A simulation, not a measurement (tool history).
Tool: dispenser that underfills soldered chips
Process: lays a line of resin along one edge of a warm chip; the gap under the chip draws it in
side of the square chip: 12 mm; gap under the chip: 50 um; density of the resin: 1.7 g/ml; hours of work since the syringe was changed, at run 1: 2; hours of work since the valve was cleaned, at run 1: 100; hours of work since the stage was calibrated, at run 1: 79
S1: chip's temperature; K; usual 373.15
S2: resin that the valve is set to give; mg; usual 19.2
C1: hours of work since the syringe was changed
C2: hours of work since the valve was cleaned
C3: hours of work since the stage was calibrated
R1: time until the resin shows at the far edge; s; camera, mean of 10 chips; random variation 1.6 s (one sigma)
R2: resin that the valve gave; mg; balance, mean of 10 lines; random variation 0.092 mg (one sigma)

run    day      S1    S2  C1   C2   C3     R1     R2
  1  0.000  373.15  19.2   2  100   79  176.8  18.40
  2  0.196  373.15  19.2   5  104   82  221.5  18.27
     0.288  -- new syringe of resin
  3  0.350  373.15  19.2   1  106   85  169.9  18.37
  4  0.575  373.15  17.5   5  110   88  220.4  16.65
     0.675  -- new syringe of resin
  5  0.775  373.15  19.2   2  113   92  180.3  18.23
  6  0.950  373.15  19.2   5  116   95  222.4  18.37
     1.071  -- new syringe of resin
  7  1.083  373.15  19.2   0  118   97  159.9  18.35
  8  1.229  373.15  19.2   3  121   99  189.3  18.30
  9  1.358  373.15  19.2   5  123  101  217.4  18.19
     1.462  -- new syringe of resin
 10  1.554  373.15  19.2   2  126  104  177.6  18.22
 11  1.721  373.15  19.2   4  129  107  213.3  18.13
     1.862  -- new syringe of resin
 12  1.883  373.15  16.4   0  131  110  170.8  15.50
     2.004  -- dispensing valve cleaned and set on the balance
 13  2.158  373.15  16.4   4    3  114  220.0  16.31
     2.292  -- new syringe of resin
 14  2.388  373.15  16.4   2    6  118  182.1  16.23
 15  2.529  373.15  16.4   4    9  120  213.7  16.25
     2.683  -- new syringe of resin
 16  2.683  373.15  16.4   0   11  122  162.3  16.42
 17  2.850  373.15  19.2   3   14  125  190.9  19.13
 18  3.012  362.15  18.8   6   17  128  332.6  18.60
     3.075  -- new syringe of resin
 19  3.162  364.15  19.3   2   19  130  235.6  19.13
 20  3.342  373.15  18.5   5   22  133  216.3  18.29
     3.462  -- new syringe of resin
 21  3.533  374.15  21.5   1   25  136  165.7  21.20
 22  3.675  374.15  21.5   4   28  139  193.1  21.13
     3.850  -- new syringe of resin
 23  3.854  364.15  21.5   0   31  142  221.4  21.12
 24  4.000  382.15  16.9   3   33  144  147.1  16.66
 25  4.125  382.15  16.9   5   35  146  168.4  16.56
     4.250  -- new syringe of resin
 26  4.304  382.15  16.9   1   38  149  130.3  16.64
 27  4.408  367.15  16.4   3   40  151  241.5  16.03
     4.646  -- new syringe of resin
 28  4.646  381.15  23.4   0   44  155  120.6  22.95
 29  4.867  368.15  18.6   4   47  159  245.0  18.13
     5.038  -- new syringe of resin
 30  5.100  368.15  18.6   1   51  162  204.4  18.41
 31  5.250  368.15  18.6   4   54  165  243.2  17.94
 32  5.375  362.15  17.1   6   56  167  345.0  16.53
     5.425  -- new syringe of resin
 33  5.550  366.15  18.0   2   59  170  241.3  17.57
 34  5.700  366.15  18.0   5   61  172  285.6  17.63

Hidden state at the last listed run before each entry between runs and at the first one after, where it differs:
Between runs 2 and 3: new syringe of resin (day 0.288)
  resin's viscosity, % of fresh resin's: 139.7 -> 106.5; dose that the valve gives, % of what is set: 95.54 -> 95.44; true chip temperature over the reading, C: -0.89 -> -0.9
  measured less the result without the state, R1: +68.5 -> +16.0 s; R2: -0.86 -> -0.88 mg
Between runs 4 and 5: new syringe of resin (day 0.675)
  resin's viscosity, % of fresh resin's: 137.3 -> 114.1; dose that the valve gives, % of what is set: 95.28 -> 95.13; true chip temperature over the reading, C: -0.93 -> -0.95
  measured less the result without the state, R1: +66.4 -> +28.3 s; R2: -0.82 -> -0.94 mg
Between runs 6 and 7: new syringe of resin (day 1.071)
  resin's viscosity, % of fresh resin's: 139.4 -> 100.3; dose that the valve gives, % of what is set: 95 -> 94.92; true chip temperature over the reading, C: -0.96 -> -0.98
  measured less the result without the state, R1: +69.0 -> +6.6 s; R2: -0.96 -> -0.98 mg
Between runs 9 and 10: new syringe of resin (day 1.462)
  resin's viscosity, % of fresh resin's: 137.3 -> 110.7; dose that the valve gives, % of what is set: 94.71 -> 94.58; true chip temperature over the reading, C: -1.01 -> -1.02
  measured less the result without the state, R1: +65.3 -> +23.7 s; R2: -1.01 -> -1.04 mg
Between runs 11 and 12: new syringe of resin (day 1.862)
  resin's viscosity, % of fresh resin's: 134.2 -> 103.5; dose that the valve gives, % of what is set: 94.47 -> 94.35; true chip temperature over the reading, C: -1.04 -> -1.06
  measured less the result without the state, R1: +61.0 -> +14.1 s; R2: -1.07 -> -0.92 mg
Between runs 12 and 13: dispensing valve cleaned and set on the balance (day 2.004)
  resin's viscosity, % of fresh resin's: 103.5 -> 135; dose that the valve gives, % of what is set: 94.35 -> 99.74; true chip temperature over the reading, C: -1.06 -> -1.08
  measured less the result without the state, R1: +14.1 -> +62.9 s; R2: -0.92 -> -0.04 mg
Between runs 13 and 14: new syringe of resin (day 2.292)
  resin's viscosity, % of fresh resin's: 135 -> 110.4; dose that the valve gives, % of what is set: 99.74 -> 99.6; true chip temperature over the reading, C: -1.08 -> -1.1
  measured less the result without the state, R1: +62.9 -> +23.3 s; R2: -0.04 -> -0.07 mg
Between runs 15 and 16: new syringe of resin (day 2.683)
  resin's viscosity, % of fresh resin's: 130.1 -> 99.3; dose that the valve gives, % of what is set: 99.5 -> 99.4; true chip temperature over the reading, C: -1.12 -> -1.14
  measured less the result without the state, R1: +55.6 -> +5.1 s; R2: -0.08 -> -0.09 mg
Between runs 18 and 19: new syringe of resin (day 3.075)
  resin's viscosity, % of fresh resin's: 144.7 -> 109.9; dose that the valve gives, % of what is set: 99.16 -> 99.06; true chip temperature over the reading, C: -1.17 -> -1.18
  measured less the result without the state, R1: +112.3 -> +30.0 s; R2: -0.15 -> -0.18 mg
Between runs 20 and 21: new syringe of resin (day 3.462)
  resin's viscosity, % of fresh resin's: 134.8 -> 107.6; dose that the valve gives, % of what is set: 98.93 -> 98.79; true chip temperature over the reading, C: -1.2 -> -1.22
  measured less the result without the state, R1: +62.3 -> +17.7 s; R2: -0.20 -> -0.26 mg
Between runs 22 and 23: new syringe of resin (day 3.850)
  resin's viscosity, % of fresh resin's: 126.3 -> 101.4; dose that the valve gives, % of what is set: 98.69 -> 98.58; true chip temperature over the reading, C: -1.24 -> -1.26
  measured less the result without the state, R1: +46.4 -> +12.5 s; R2: -0.28 -> -0.31 mg
Between runs 25 and 26: new syringe of resin (day 4.250)
  resin's viscosity, % of fresh resin's: 137.7 -> 104.9; dose that the valve gives, % of what is set: 98.38 -> 98.27; true chip temperature over the reading, C: -1.29 -> -1.3
  measured less the result without the state, R1: +51.5 -> +11.5 s; R2: -0.28 -> -0.30 mg
Between runs 27 and 28: new syringe of resin (day 4.646)
  resin's viscosity, % of fresh resin's: 117.9 -> 99.9; dose that the valve gives, % of what is set: 98.19 -> 98.04; true chip temperature over the reading, C: -1.31 -> -1.34
  measured less the result without the state, R1: +46.5 -> +5.0 s; R2: -0.29 -> -0.46 mg
Between runs 29 and 30: new syringe of resin (day 5.038)
  resin's viscosity, % of fresh resin's: 128.6 -> 106.5; dose that the valve gives, % of what is set: 97.87 -> 97.7; true chip temperature over the reading, C: -1.36 -> -1.38
  measured less the result without the state, R1: +63.5 -> +21.9 s; R2: -0.39 -> -0.43 mg
Between runs 32 and 33: new syringe of resin (day 5.425)
  resin's viscosity, % of fresh resin's: 146.1 -> 116.1; dose that the valve gives, % of what is set: 97.52 -> 97.41; true chip temperature over the reading, C: -1.41 -> -1.43
  measured less the result without the state, R1: +121.5 -> +44.3 s; R2: -0.43 -> -0.47 mg
